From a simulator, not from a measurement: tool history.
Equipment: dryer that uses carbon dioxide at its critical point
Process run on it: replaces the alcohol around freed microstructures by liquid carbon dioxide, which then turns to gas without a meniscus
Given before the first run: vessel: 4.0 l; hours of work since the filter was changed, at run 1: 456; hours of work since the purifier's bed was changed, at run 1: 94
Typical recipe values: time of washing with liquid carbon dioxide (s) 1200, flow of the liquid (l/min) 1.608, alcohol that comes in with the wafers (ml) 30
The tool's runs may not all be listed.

| run | hour | time of washing with liquid carbon dioxide (s) | flow of the liquid (l/min) | alcohol that comes in with the wafers (ml) | hours of work since the filter was changed | hours of work since the purifier's bed was changed | alcohol left in the vessel before it's heated (ppm by volume) |
|---|---|---|---|---|---|---|---|
| 1 | 0 | 1200 | 1.608 | 30 | 456 | 94 | 33 |
| 2 | 6.4 | 960 | 1.608 | 30 | 459 | 97 | 60 |
| 3 | 13 | 960 | 1.608 | 30 | 462 | 100 | 67 |
| 4 | 21.3 | 1200 | 1.608 | 30 | 465 | 103 | 30 |
| 5 | 29.6 | 1200 | 1.608 | 30 | 469 | 107 | 24 |
| 6 | 33.8 | 1200 | 1.608 | 30 | 471 | 109 | 32 |
| 7 | 37.9 | 1200 | 1.608 | 30 | 472 | 110 | 32 |
| 8 | 43.1 | 1200 | 1.608 | 30 | 474 | 112 | 38 |
| 9 | 47.3 | 1200 | 1.608 | 30 | 476 | 114 | 44 |
| 10 | 53.5 | 1200 | 1.608 | 108 | 479 | 117 | 75 |
| 11 | 58 | 1200 | 1.608 | 108 | 481 | 119 | 67 |
| 12 | 66.2 | 1200 | 1.608 | 108 | 484 | 122 | 69 |
| 13 | 73 | 1200 | 1.33 | 22 | 487 | 125 | 48 |
| 14 | 81.4 | 900 | 1.68 | 30 | 490 | 128 | 76 |
| 15 | 85.3 | 840 | 1.68 | 100 | 492 | 130 | 269 |
| 16 | 93.2 | 1680 | 1.68 | 100 | 495 | 133 | 20 |
| 17 | 102 | 1680 | 1.68 | 100 | 499 | 137 | 34 |
| 18 | 106 | 900 | 1.25 | 23 | 501 | 139 | 181 |

Consider 4 possible next runs. They are alternatives, not a sequence: every one starts from the tool as it was left by run 18. What does each give?
| A | 112.9 | 780 | 2.11 | 30 | 503 | 142 | ? |
| B | 112.9 | 900 | 1.13 | 58 | 503 | 142 | ? |
| C | 112.9 | 900 | 2.1 | 25 | 503 | 142 | ? |
| D | 112.9 | 1200 | 1.69 | 27 | 503 | 142 | ? |

| run | alcohol left in the vessel before it's heated (ppm by volume) |
|---|---|
| A | 52 |
| B | 586 |
| C | 30 |
| D | 32 |
What these runs would have given with no unlogged condition in the tool:
| run | alcohol left in the vessel before it's heated (ppm by volume) |
|---|---|
| A | 14 |
| B | 317 |
| C | 5 |
| D | 9 |
